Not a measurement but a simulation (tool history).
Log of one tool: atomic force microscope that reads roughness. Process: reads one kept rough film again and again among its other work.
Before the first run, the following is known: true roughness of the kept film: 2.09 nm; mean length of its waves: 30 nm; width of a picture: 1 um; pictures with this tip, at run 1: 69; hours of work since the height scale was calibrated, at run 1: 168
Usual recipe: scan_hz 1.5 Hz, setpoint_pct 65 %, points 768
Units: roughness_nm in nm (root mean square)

| run | hour | scan_hz | setpoint_pct | points | pictures with this tip | hours of work since the height scale was calibrated | roughness_nm |
|---|---|---|---|---|---|---|---|
| 1 | 0 | 1.5 | 65 | 768 | 69 | 168 | 1.84 |
| 2 | 9.1 | 1.5 | 65 | 768 | 80 | 173 | 1.832 |
| 3 | 13.5 | 1.5 | 65 | 768 | 86 | 175 | 1.831 |
| 4 | 19.2 | 0.6 | 65 | 768 | 93 | 178 | 1.89 |
| 5 | 29 | 0.6 | 65 | 768 | 105 | 183 | 1.866 |
| 6 | 37.3 | 0.6 | 65 | 768 | 116 | 188 | 1.863 |
| 7 | 43.1 | 0.6 | 65 | 768 | 123 | 191 | 1.856 |
| 8 | 50.8 | 0.6 | 65 | 768 | 133 | 195 | 1.848 |
| 9 | 57.6 | 3.03 | 65 | 768 | 141 | 198 | 1.699 |
| 10 | 67.4 | 0.99 | 81 | 517 | 154 | 204 | 1.718 |
| 11 | 73.6 | 1.5 | 88 | 768 | 161 | 207 | 1.59 |
| 12 | 82.4 | 1.5 | 88 | 768 | 172 | 211 | 1.595 |
| 13 | 92.9 | 2.52 | 88 | 768 | 186 | 217 | 1.419 |
| 14 | 99.8 | 2.52 | 88 | 768 | 194 | 221 | 1.436 |
| 15 | 106.8 | 2.52 | 88 | 768 | 203 | 224 | 1.423 |
| 16 | 114.6 | 1.24 | 62 | 768 | 213 | 228 | 1.762 |
| 17 | 120.5 | 1.5 | 65 | 737 | 220 | 232 | 1.723 |

Branching from run 17: 4 alternative next runs. What would each branch give?
| A | 126.5 | 1.28 | 55 | 768 | 228 | 235 | ? |
| B | 126.5 | 1.2 | 57 | 768 | 228 | 235 | ? |
| C | 126.5 | 1.28 | 90 | 421 | 228 | 235 | ? |
| D | 126.5 | 1.5 | 58 | 894 | 228 | 235 | ? |

| run | roughness_nm |
|---|---|
| A | 1.775 |
| B | 1.764 |
| C | 1.569 |
| D | 1.758 |
Take away the tool's hidden state, keep each run's random variation, and the runs would have read:
| run | roughness_nm |
|---|---|
| A | 1.946 |
| B | 1.936 |
| C | 1.722 |
| D | 1.929 |
